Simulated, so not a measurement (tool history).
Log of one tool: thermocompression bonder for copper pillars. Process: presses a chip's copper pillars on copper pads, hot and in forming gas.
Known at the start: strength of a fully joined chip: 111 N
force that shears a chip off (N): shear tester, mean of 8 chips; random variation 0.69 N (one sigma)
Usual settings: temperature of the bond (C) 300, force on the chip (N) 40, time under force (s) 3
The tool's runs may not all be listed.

run  hour  temperature of the bond (C)  force on the chip (N)  time under force (s)  force that shears a chip off (N)
  1   0.0                          300                     40                     3                              41.9
  2   7.4                          300                     40                     3                              41.0
  3  20.3                          300                     40                     3                              41.4
     25.5  -- heater calibrated with a thermocouple chip
  4  31.1                          300                     58                     3                              64.6
  5  43.1                          300                     58                     3                              63.5
  6  51.9                          291                     33                     8                              48.0
     54.1  -- force cell calibrated
  7  64.4                          300                     28                     3                              29.2

Forecast run 8:
  8  71.4                          314                     41                     4                                 ?

{"run 8": {"force that shears a chip off (N)": 57.9}}
Without the tool's hidden state the same run would have given force that shears a chip off (N) 62.6.

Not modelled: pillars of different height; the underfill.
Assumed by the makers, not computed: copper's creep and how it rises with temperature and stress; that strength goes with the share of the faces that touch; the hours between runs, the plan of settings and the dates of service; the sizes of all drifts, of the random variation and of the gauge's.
